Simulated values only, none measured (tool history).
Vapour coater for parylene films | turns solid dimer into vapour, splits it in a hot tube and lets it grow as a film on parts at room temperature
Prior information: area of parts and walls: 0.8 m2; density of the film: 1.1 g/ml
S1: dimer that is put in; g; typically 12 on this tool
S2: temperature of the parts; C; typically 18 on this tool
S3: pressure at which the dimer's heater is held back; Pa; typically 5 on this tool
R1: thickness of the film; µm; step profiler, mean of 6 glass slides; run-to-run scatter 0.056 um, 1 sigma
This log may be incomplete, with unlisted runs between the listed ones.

Run 1, hour 0: usual settings. Result: R1 5.74 µm.
Run 2, hour 39.3: usual settings but S1 8 g. Result: R1 3.82 µm.
Run 3, hour 108.4: usual settings but S1 8 g, S2 28 C. Result: R1 2.4 µm.
Run 4, hour 169.4: usual settings but S1 8 g, S2 13 C. Result: R1 4.74 µm.
Run 5, hour 229.6: usual settings but S1 8 g, S2 13 C. Result: R1 4.72 µm.
Run 6, hour 291.2: usual settings but S1 8 g, S2 13 C. Result: R1 4.61 µm.
Run 7, hour 340.2: usual settings but S1 8 g, S2 13 C, S3 7.45 Pa. Result: R1 4.9 µm.
Run 8, hour 410.8: usual settings but S1 8 g, S2 13 C, S3 7.45 Pa. Result: R1 4.97 µm.
Run 9, hour 463.5: usual settings but S1 8 g, S2 13 C, S3 7.45 Pa. Result: R1 4.86 µm.
Run 10, hour 518.4: usual settings but S1 8 g, S2 13 C, S3 7.45 Pa. Result: R1 4.76 µm.
Run 11, hour 552.5: usual settings but S1 8 g, S2 13 C, S3 7.45 Pa. Result: R1 4.8 µm.
Run 12, hour 610: usual settings but S1 8 g, S2 13 C, S3 7.45 Pa. Result: R1 4.88 µm.
Run 13, hour 669.2: usual settings but S1 8 g, S2 13 C, S3 7.45 Pa. Result: R1 4.81 µm.
Run 14, hour 719.5: usual settings but S1 8 g, S2 13 C, S3 7.45 Pa. Result: R1 4.75 µm.
Run 15, hour 771.1: usual settings but S1 7 g, S2 12 C, S3 5.82 Pa. Result: R1 4.61 µm.
Run 16, hour 800.5: usual settings but S1 7 g, S2 12 C, S3 5.82 Pa. Result: R1 4.56 µm.
Run 17, hour 850.1: usual settings but S1 7 g, S2 13 C, S3 6.5 Pa. Result: R1 4.22 µm.
Run 18, hour 883.8: usual settings but S3 2.75 Pa. Result: R1 6.91 µm.
Run 19, hour 941.1: usual settings but S1 7 g, S3 11.32 Pa. Result: R1 3.01 µm.
Run 20, hour 985.4: usual settings but S2 15 C, S3 2.16 Pa. Result: R1 8.29 µm.
Run 21, hour 1040.3: usual settings but S2 28 C, S3 4.07 Pa. Result: R1 3.92 µm.
Run 22, hour 1076.6: usual settings but S1 9 g, S2 16 C. Result: R1 4.92 µm.
Run 23, hour 1123.8: usual settings but S2 25 C, S3 2.48 Pa. Result: R1 5.04 µm.
Run 24, hour 1186.1: usual settings but S2 25 C, S3 2.48 Pa. Result: R1 5 µm.
Run 25, hour 1238.5: usual settings but S2 14 C, S3 11.44 Pa. Result: R1 5.94 µm.
Run 26, hour 1274.4: usual settings but S2 14 C, S3 5.3 Pa. Result: R1 6.99 µm.
Run 27, hour 1337.5: usual settings but S2 14 C, S3 5.3 Pa. Result: R1 6.95 µm.

The log once held 1 entry between its listed runs, left out of this copy. Where does each go, and what is different about the tool's unlogged condition between the listed run before it and the listed run after it?
Between runs 6 and 7: trap's valve overhauled (hour 340.2)
  vapour lost through the trap's worn valve, %: 12.7 -> 0.6; true temperature of the parts over the reading, C: 0.41 -> 0.42
  the result without the hidden state subtracted from the measured one, R1: -0.77 -> -0.12 µm
